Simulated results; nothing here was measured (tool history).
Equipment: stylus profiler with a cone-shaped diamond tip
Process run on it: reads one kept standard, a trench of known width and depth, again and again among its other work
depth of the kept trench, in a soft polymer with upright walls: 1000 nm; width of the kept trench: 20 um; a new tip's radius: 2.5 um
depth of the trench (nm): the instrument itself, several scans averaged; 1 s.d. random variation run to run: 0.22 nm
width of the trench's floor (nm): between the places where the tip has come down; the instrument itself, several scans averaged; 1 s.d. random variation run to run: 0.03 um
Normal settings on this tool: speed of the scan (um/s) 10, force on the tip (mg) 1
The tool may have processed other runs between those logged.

run	hour	speed of the scan (um/s)	force on the tip (mg)	depth of the trench (nm)	width of the trench's floor (nm)
1	0	10	1	1003.74	14340
2	65.7	10	1	1003.89	14250
3	134.7	10	1	1003.35	14080
4	164.1	4	1	1003.55	14080
5	225.4	10	1	1003.31	14000
6	286.6	10	2.2	1006.52	13860
7	342.2	10	2.2	1006.66	13680
8	403.6	10	2.2	1006.39	13640
9	458.3	10	1	1002.99	13480
10	503	10	1	1002.54	13410
11	540.6	10	1	1002.5	13330
12	603	10	1	1002.8	13200
13	667.9	10	1	1002.46	13090
14	708.1	10	1	1002.18	13040
# hour 711.5: height scale calibrated on a step standard
15	773.1	10	1	1001.34	12910
16	804.7	10	1	1001.33	12850
17	833.8	13	1	1001.83	12790
18	897.9	28	1	1001.33	12580
19	951.4	10	1	1001.28	12680
20	1010.5	10	1	1001.49	12590
21	1038.5	11	0.63	999.53	12490
# hour 1041.9: height scale calibrated on a step standard, once more
22	1081.7	26	0.63	1003.45	12290
23	1127.4	7	2.5	1008.79	12400
24	1161.8	3	0.35	1001.95	12360
25	1208.9	22	1.01	1004.97	12230
26	1236.9	2	1.81	1006.75	12290
27	1269.8	31	1.11	1004.56	12120
28	1329.6	25	1	1003.94	11980
29	1378.5	25	1	1004.2	11950
# hour 1401.1: new tip fitted, height scale calibrated
30	1431.4	2	1.04	1005.46	15800
31	1484.6	2	1.04	1005.15	15730
32	1537.1	2	1.04	1004.75	15530
33	1578.9	10	2.28	1008.57	15390
34	1612.2	3	2.23	1008.5	15350
35	1644.8	3	2.23	1007.83	15310
36	1681.8	3	2.23	1008.28	15200
37	1742.6	3	2.23	1007.97	15090
38	1776.8	4	0.61	1002.95	14960
39	1839.7	16	0.42	1002.15	14640
40	1883.3	2	2.02	1007.2	14710

Each row is a separate what-if for the run after 40, all from the same tool condition, not one after another. Results?
A	1932.7	9	0.37	?	?
B	1932.7	2	0.53	?	?
C	1932.7	3	0.52	?	?
D	1932.7	2	2.02	?	?

run	depth of the trench (nm)	width of the trench's floor (nm)
A	1001.87	14560
B	1002.42	14610
C	1002.46	14530
D	1006.73	14630
Stripped of hidden state, with their random variation kept, the same runs would have yielded:
run	depth of the trench (nm)	width of the trench's floor (nm)
A	1002.72	15930
B	1003.27	15980
C	1003.31	15910
D	1007.59	16010
